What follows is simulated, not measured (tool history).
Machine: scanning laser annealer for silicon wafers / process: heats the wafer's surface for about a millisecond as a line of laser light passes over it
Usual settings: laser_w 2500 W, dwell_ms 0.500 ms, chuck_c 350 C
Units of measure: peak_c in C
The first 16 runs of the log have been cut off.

run 17 day=13.646 | laser_w=2500 dwell_ms=0.514 chuck_c=350 | peak_c=1090
run 18 day=14.779 | laser_w=2500 dwell_ms=0.514 chuck_c=312 | peak_c=1053
run 19 day=15.762 | laser_w=2500 dwell_ms=0.514 chuck_c=312 | peak_c=1052
run 20 day=16.408 | laser_w=2500 dwell_ms=0.514 chuck_c=312 | peak_c=1049
run 21 day=17.200 | laser_w=2500 dwell_ms=0.370 chuck_c=385 | peak_c=1023
run 22 day=18.279 | laser_w=2500 dwell_ms=0.370 chuck_c=385 | peak_c=1024
run 23 day=19.392 | laser_w=2315 dwell_ms=0.575 chuck_c=326 | peak_c=1048
run 24 day=20.050 | laser_w=2607 dwell_ms=0.575 chuck_c=382 | peak_c=1187
run 25 day=21.067 | laser_w=2413 dwell_ms=0.500 chuck_c=371 | peak_c=1077
run 26 day=21.983 | laser_w=2413 dwell_ms=0.500 chuck_c=371 | peak_c=1077
-- day=22.292 optics aligned, line set to its width
run 27 day=22.888 | laser_w=2500 dwell_ms=0.397 chuck_c=350 | peak_c=1005
run 28 day=24.004 | laser_w=2333 dwell_ms=0.500 chuck_c=337 | peak_c=1015
run 29 day=24.817 | laser_w=2569 dwell_ms=0.597 chuck_c=374 | peak_c=1176
run 30 day=25.496 | laser_w=2569 dwell_ms=0.482 chuck_c=378 | peak_c=1106
run 31 day=26.121 | laser_w=2566 dwell_ms=0.386 chuck_c=355 | peak_c=1013
-- day=27.017 optics aligned, line set to its width, once more
run 32 day=27.521 | laser_w=2232 dwell_ms=0.444 chuck_c=362 | peak_c=989
run 33 day=28.725 | laser_w=2232 dwell_ms=0.444 chuck_c=362 | peak_c=987
run 34 day=29.725 | laser_w=2232 dwell_ms=0.444 chuck_c=362 | peak_c=990
run 35 day=30.346 | laser_w=2362 dwell_ms=0.438 chuck_c=369 | peak_c=1022
run 36 day=31.321 | laser_w=2500 dwell_ms=0.495 chuck_c=350 | peak_c=1079
run 37 day=32.367 | laser_w=2381 dwell_ms=0.495 chuck_c=352 | peak_c=1047
run 38 day=33.300 | laser_w=2500 dwell_ms=0.569 chuck_c=378 | peak_c=1153
run 39 day=33.812 | laser_w=2500 dwell_ms=0.569 chuck_c=378 | peak_c=1151
run 40 day=34.771 | laser_w=2500 dwell_ms=0.569 chuck_c=378 | peak_c=1152

Branching from run 40: 4 alternative next runs. What would each branch give?
-- day=35.892 window over the wafer cleaned
run A day=35.892 | laser_w=2241 dwell_ms=0.416 chuck_c=382 | peak_c=?
-- day=35.892 window over the wafer cleaned
run B day=35.892 | laser_w=2500 dwell_ms=0.360 chuck_c=384 | peak_c=?
-- day=35.892 window over the wafer cleaned
run C day=35.892 | laser_w=2500 dwell_ms=0.388 chuck_c=350 | peak_c=?
-- day=35.892 window over the wafer cleaned
run D day=35.892 | laser_w=2711 dwell_ms=0.569 chuck_c=369 | peak_c=?

run=A peak_c=1004
run=B peak_c=1031
run=C peak_c=1016
run=D peak_c=1220
Without the tool's hidden state the same runs would have given:
run=A peak_c=1009
run=B peak_c=1036
run=C peak_c=1022
run=D peak_c=1227
